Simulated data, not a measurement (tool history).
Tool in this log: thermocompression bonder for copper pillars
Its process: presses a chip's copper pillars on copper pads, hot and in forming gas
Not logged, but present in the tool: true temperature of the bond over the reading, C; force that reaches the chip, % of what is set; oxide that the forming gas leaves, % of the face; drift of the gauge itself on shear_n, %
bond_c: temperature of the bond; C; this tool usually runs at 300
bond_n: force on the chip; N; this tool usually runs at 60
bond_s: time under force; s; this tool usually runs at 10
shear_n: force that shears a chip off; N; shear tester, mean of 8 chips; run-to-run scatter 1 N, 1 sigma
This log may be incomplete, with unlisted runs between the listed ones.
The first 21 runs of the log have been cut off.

run	hour	bond_c	bond_n	bond_s	hours of work since the heater was calibrated	hours of work since the force cell was calibrated	hours of work since the gas filter was changed	shear_n
# hour 473.9: forming gas filter changed
22	475.8	300	59	10	934	359	1	89.6
23	505.4	290	67	13	957	381	24	100
24	535.6	290	62	13	979	404	46	92.5
25	550.2	306	50	27	990	415	57	108.3
26	577.1	311	65	12	1010	435	78	110.1
27	609.8	311	65	12	1035	459	102	107.5
28	625.2	318	65	12	1047	471	114	113.3
29	648.9	318	65	12	1064	489	132	112.8
30	666.1	318	53	12	1077	502	144	94.9
31	690.6	301	72	5	1096	520	163	85.9
32	704.2	301	72	5	1106	530	173	85.1
33	730.4	300	70	16	1126	550	193	114.7
34	745.9	300	44	17	1137	562	204	82.1
35	761.8	300	44	17	1149	574	216	81.9
36	793	300	44	17	1173	597	240	82.3
37	815.2	300	44	17	1189	614	257	84.7
# hour 823.6: forming gas filter changed
38	830.5	300	44	17	1201	625	5	83
# hour 835: heater calibrated with a thermocouple chip
39	865.1	300	44	17	23	649	30	83.9

Forecast each of these 3 alternatives for the next run:
A	884.9	281	60	27	37	664	45	?
B	884.9	270	44	9	37	664	45	?
C	884.9	300	44	6	37	664	45	?

run	shear_n
A	101.6
B	48.5
C	54.6
What these runs would have given with no unlogged condition in the tool:
run	shear_n
A	101.9
B	48.8
C	54.9

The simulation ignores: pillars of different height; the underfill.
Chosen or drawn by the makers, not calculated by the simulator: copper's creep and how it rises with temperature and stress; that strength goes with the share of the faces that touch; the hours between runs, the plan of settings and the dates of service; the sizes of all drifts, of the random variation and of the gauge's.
